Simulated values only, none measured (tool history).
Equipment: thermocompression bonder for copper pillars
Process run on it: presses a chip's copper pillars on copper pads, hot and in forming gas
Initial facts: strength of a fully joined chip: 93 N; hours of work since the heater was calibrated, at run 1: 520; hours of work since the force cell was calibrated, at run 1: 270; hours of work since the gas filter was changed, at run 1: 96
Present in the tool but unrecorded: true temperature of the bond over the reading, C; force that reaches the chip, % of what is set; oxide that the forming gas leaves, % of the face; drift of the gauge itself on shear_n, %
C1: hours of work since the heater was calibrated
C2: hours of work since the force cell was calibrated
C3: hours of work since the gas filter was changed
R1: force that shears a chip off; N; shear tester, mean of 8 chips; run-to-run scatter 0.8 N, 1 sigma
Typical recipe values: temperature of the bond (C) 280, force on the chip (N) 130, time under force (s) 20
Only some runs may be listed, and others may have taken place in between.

Run 1, day 0: usual settings; C1 520; C2 270; C3 96. Result: R1 61.2 N.
Run 2, day 0.638: usual settings; C1 526; C2 277; C3 103. Result: R1 60.7 N.
Run 3, day 1.075: usual settings; C1 531; C2 281; C3 107. Result: R1 59.9 N.
Run 4, day 1.562: usual settings; C1 536; C2 286; C3 112. Result: R1 60.1 N.
Run 5, day 2.138: usual settings; C1 542; C2 292; C3 118. Result: R1 59.5 N.
Run 6, day 2.542: usual settings; C1 546; C2 296; C3 122. Result: R1 60.6 N.
Run 7, day 3.242: usual settings; C1 553; C2 303; C3 130. Result: R1 59.9 N.
Run 8, day 3.808: usual settings; C1 559; C2 309; C3 135. Result: R1 59.9 N.
Run 9, day 4.229: usual settings; C1 563; C2 314; C3 140. Result: R1 59.6 N.
Run 10, day 4.829: usual settings; C1 570; C2 320; C3 146. Result: R1 60.4 N.
Run 11, day 5.346: usual settings; C1 575; C2 325; C3 151. Result: R1 60.9 N.
Run 12, day 6.033: usual settings but temperature of the bond (C) 305; C1 582; C2 332; C3 158. Result: R1 71.2 N.
Run 13, day 6.571: usual settings; C1 587; C2 338; C3 164. Result: R1 59.5 N.
Run 14, day 7.25: usual settings; C1 595; C2 345; C3 171. Result: R1 59.1 N.
Run 15, day 7.988: usual settings; C1 602; C2 352; C3 179. Result: R1 59 N.
Run 16, day 8.538: usual settings but time under force (s) 11; C1 608; C2 358; C3 184. Result: R1 49 N.
Run 17, day 8.867: usual settings but time under force (s) 11; C1 611; C2 362; C3 188. Result: R1 48.1 N.
Run 18, day 9.188: usual settings but time under force (s) 11; C1 614; C2 365; C3 191. Result: R1 49.4 N.
Run 19, day 9.812: usual settings but time under force (s) 11; C1 621; C2 371; C3 197. Result: R1 49.2 N.
Run 20, day 10.346: usual settings but time under force (s) 11; C1 626; C2 377; C3 203. Result: R1 51.6 N.
Run 21, day 11.025: usual settings but force on the chip (N) 140; C1 633; C2 384; C3 210. Result: R1 61.2 N.
Run 22, day 11.621: usual settings but force on the chip (N) 140; C1 640; C2 390; C3 216. Result: R1 59.7 N.
Run 23, day 12.167: usual settings but force on the chip (N) 129, time under force (s) 26; C1 645; C2 396; C3 222. Result: R1 62.5 N.
At day 12.575: forming gas filter changed.
Run 24, day 12.938: usual settings but force on the chip (N) 81, time under force (s) 26; C1 653; C2 403; C3 4. Result: R1 48.7 N.
Run 25, day 13.654: usual settings but force on the chip (N) 81, time under force (s) 26; C1 660; C2 411; C3 11. Result: R1 49.1 N.
Run 26, day 14.092: usual settings but temperature of the bond (C) 308, force on the chip (N) 193, time under force (s) 23; C1 665; C2 415; C3 16. Result: R1 87.6 N.
Run 27, day 14.85: usual settings but temperature of the bond (C) 286, force on the chip (N) 181, time under force (s) 22; C1 673; C2 423; C3 23. Result: R1 78.2 N.
At day 14.979: heater calibrated with a thermocouple chip.
Run 28, day 15.425: usual settings but temperature of the bond (C) 286, force on the chip (N) 181, time under force (s) 22; C1 5; C2 428; C3 29. Result: R1 80.6 N.
Run 29, day 16.071: usual settings but temperature of the bond (C) 290, force on the chip (N) 180, time under force (s) 33; C1 11; C2 435; C3 35. Result: R1 83.9 N.
Run 30, day 16.404: usual settings but temperature of the bond (C) 290, force on the chip (N) 180, time under force (s) 33; C1 15; C2 438; C3 39. Result: R1 85.1 N.
Run 31, day 16.858: usual settings but temperature of the bond (C) 290, force on the chip (N) 180, time under force (s) 33; C1 19; C2 443; C3 43. Result: R1 84.1 N.
Run 32, day 17.188: usual settings but temperature of the bond (C) 304, force on the chip (N) 110, time under force (s) 36; C1 23; C2 446; C3 47. Result: R1 79.7 N.
Run 33, day 17.717: usual settings but force on the chip (N) 109, time under force (s) 24; C1 28; C2 452; C3 52. Result: R1 59.9 N.
Run 34, day 18.121: usual settings but temperature of the bond (C) 276, force on the chip (N) 191, time under force (s) 56; C1 32; C2 456; C3 56. Result: R1 86.1 N.
At day 18.404: heater calibrated with a thermocouple chip, once more.
Run 35, day 18.688: usual settings but temperature of the bond (C) 276, force on the chip (N) 191, time under force (s) 56; C1 3; C2 461; C3 61. Result: R1 84.7 N.
Run 36, day 19.175: usual settings but temperature of the bond (C) 276, force on the chip (N) 191, time under force (s) 56; C1 8; C2 466; C3 66. Result: R1 83.8 N.
Run 37, day 19.792: usual settings but time under force (s) 12; C1 14; C2 472; C3 73. Result: R1 52 N.
Run 38, day 20.3: usual settings but temperature of the bond (C) 268, force on the chip (N) 126, time under force (s) 12; C1 20; C2 477; C3 78. Result: R1 43.6 N.
Run 39, day 20.867: usual settings but temperature of the bond (C) 268, force on the chip (N) 126, time under force (s) 12; C1 25; C2 483; C3 84. Result: R1 43.1 N.
Run 40, day 21.312: usual settings; C1 30; C2 488; C3 88. Result: R1 60.2 N.
Run 41, day 21.833: usual settings but temperature of the bond (C) 273; C1 35; C2 493; C3 94. Result: R1 55.6 N.

Measured minus without-hidden-state, run by run (identical run-to-run variation in each term; gauge scatter may differ):
run    R1
  1  -1.5
  2  -1.7
  3  -1.9
  4    -2
  5  -2.1
  6  -2.3
  7  -2.5
  8  -2.6
  9  -2.7
 10  -2.9
 11    -3
 12  -4.6
 13  -3.5
 14  -3.6
 15  -3.8
 16  -3.1
 17  -3.1
 18  -3.2
 19  -3.3
 20  -3.6
 21    -5
 22  -5.1
 23  -5.5
 24  +1.7
 25  +1.6
 26  -0.1
 27  +0.4
 28  +1.4
 29  +0.3
 30  +0.1
 31    +0
 32  +0.9
 33  +2.2
 34  -0.8
 35  -2.8
 36  -2.9
 37  -2.4
 38  -2.2
 39  -2.2
 40  -3.2
 41  -3.1

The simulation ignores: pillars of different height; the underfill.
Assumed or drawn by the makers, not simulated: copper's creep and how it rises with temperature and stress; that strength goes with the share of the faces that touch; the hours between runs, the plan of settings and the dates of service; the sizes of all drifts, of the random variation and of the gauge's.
